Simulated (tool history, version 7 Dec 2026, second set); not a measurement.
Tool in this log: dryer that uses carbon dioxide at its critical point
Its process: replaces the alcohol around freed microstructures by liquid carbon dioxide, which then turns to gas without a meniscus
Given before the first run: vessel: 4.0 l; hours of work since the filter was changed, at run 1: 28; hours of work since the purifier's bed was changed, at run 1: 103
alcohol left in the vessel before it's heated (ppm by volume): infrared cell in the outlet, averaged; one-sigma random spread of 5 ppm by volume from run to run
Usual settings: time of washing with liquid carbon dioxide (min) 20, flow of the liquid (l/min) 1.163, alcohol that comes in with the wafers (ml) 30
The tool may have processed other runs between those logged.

run   hour  time of washing with liquid carbon dioxide (min)  flow of the liquid (l/min)  alcohol that comes in with the wafers (ml)  hours of work since the filter was changed  hours of work since the purifier's bed was changed  alcohol left in the vessel before it's heated (ppm by volume)
  1      0                                                20                       1.163                                          30                                          28                                                 103                                                             56
  2   13.6                                                20                       1.163                                          40                                          37                                                 112                                                             75
  3     25                                                20                       1.163                                          40                                          44                                                 119                                                             76
  4   34.1                                                20                       1.163                                          41                                          50                                                 125                                                             74
  5   45.5                                                20                       1.163                                          41                                          57                                                 132                                                             71
  6   59.6                                                20                       1.163                                          41                                          66                                                 141                                                             75
  7   69.3                                                12                       1.163                                          30                                          72                                                 147                                                            341
  8   75.6                                                12                       1.163                                          30                                          76                                                 151                                                            344
  9   81.9                                                12                       1.163                                          30                                          80                                                 155                                                            342
 10   89.7                                                31                       1.163                                          30                                          85                                                 160                                                             26
 11   99.1                                                20                        0.76                                          30                                          91                                                 166                                                            256
 12  110.2                                                20                       1.163                                          95                                          98                                                 173                                                            172
 13  116.4                                                30                       1.163                                          30                                         101                                                 177                                                             41
 14  126.3                                                20                       1.163                                          26                                         108                                                 183                                                             66
 15  135.1                                                20                         1.5                                          51                                         113                                                 188                                                             40

Run 16 is up next; what results do you expect?
 16  142.4                                                13                        0.76                                          84                                         118                                                 193                                                              ?

For run 16 the tool returned alcohol left in the vessel before it's heated (ppm by volume) 2274.
If the tool had no hidden condition, the same run with the same run-to-run variation would have returned alcohol left in the vessel before it's heated (ppm by volume) 2077.

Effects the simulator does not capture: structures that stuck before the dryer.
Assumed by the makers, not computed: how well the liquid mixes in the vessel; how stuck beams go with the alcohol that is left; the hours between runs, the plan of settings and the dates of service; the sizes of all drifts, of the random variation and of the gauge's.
